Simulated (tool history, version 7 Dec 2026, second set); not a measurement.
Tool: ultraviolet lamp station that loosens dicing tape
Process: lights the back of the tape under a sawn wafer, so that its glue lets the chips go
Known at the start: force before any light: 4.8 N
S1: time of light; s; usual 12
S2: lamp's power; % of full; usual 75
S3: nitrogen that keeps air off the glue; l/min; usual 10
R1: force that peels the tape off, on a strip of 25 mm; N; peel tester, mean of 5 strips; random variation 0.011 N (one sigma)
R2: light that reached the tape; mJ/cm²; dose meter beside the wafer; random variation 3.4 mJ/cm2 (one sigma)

Run 1, hour 0: usual settings. Result: R1 0.67 N, R2 449 mJ/cm².
Run 2, hour 12.2: usual settings. Result: R1 0.645 N, R2 453 mJ/cm².
Run 3, hour 21.3: usual settings but S2 93 % of full. Result: R1 0.473 N, R2 560 mJ/cm².
Run 4, hour 35.5: usual settings but S2 93 % of full. Result: R1 0.448 N, R2 557 mJ/cm².
Run 5, hour 50.2: usual settings but S2 93 % of full. Result: R1 0.451 N, R2 550 mJ/cm².
Run 6, hour 65.1: usual settings. Result: R1 0.719 N, R2 444 mJ/cm².
Run 7, hour 74.2: usual settings. Result: R1 0.707 N, R2 440 mJ/cm².
Run 8, hour 82.5: usual settings. Result: R1 0.687 N, R2 436 mJ/cm².
Run 9, hour 94.2: usual settings but S1 9 s. Result: R1 1.104 N, R2 327 mJ/cm².
Run 10, hour 109.3: usual settings but S1 9 s, S2 90 % of full. Result: R1 0.842 N, R2 392 mJ/cm².
Run 11, hour 119.3: usual settings but S3 18 l/min. Result: R1 0.573 N, R2 430 mJ/cm².
Run 12, hour 131.6: usual settings but S1 6 s. Result: R1 1.758 N, R2 213 mJ/cm².
Run 13, hour 141.8: usual settings but S1 6 s, S3 3 l/min. Result: R1 2.305 N, R2 215 mJ/cm².
Run 14, hour 155.2: usual settings but S1 6 s, S3 3 l/min. Result: R1 2.276 N, R2 210 mJ/cm².
Run 15, hour 171.3: usual settings but S1 6 s, S3 3 l/min. Result: R1 2.361 N, R2 210 mJ/cm².
Run 16, hour 185.8: usual settings but S1 6 s, S3 3 l/min. Result: R1 2.374 N, R2 211 mJ/cm².
Run 17, hour 197.1: usual settings but S1 6 s, S3 3 l/min. Result: R1 2.393 N, R2 207 mJ/cm².
Run 18, hour 209.7: usual settings but S1 6 s, S3 3 l/min. Result: R1 2.425 N, R2 211 mJ/cm².
Run 19, hour 227.6: usual settings but S1 6 s, S3 3 l/min. Result: R1 2.288 N, R2 208 mJ/cm².
Run 20, hour 236: usual settings but S1 19 s. Result: R1 0.348 N, R2 654 mJ/cm².
Run 21, hour 252.1: usual settings but S1 19 s. Result: R1 0.337 N, R2 652 mJ/cm².
At hour 253.8: window cleaned of glue's vapour.
Run 22, hour 263.1: usual settings but S1 24 s, S2 70 % of full, S3 11 l/min. Result: R1 0.264 N, R2 751 mJ/cm².

The next listed run, before its measurement:
Run 23, hour 272: usual settings but S1 24 s, S2 70 % of full, S3 11 l/min. Result: R1 ?, R2 ?.

R1: 0.267 N
R2: 751 mJ/cm²
Without the tool's hidden state the same run would have given R1 0.183 N, R2 1010 mJ/cm².
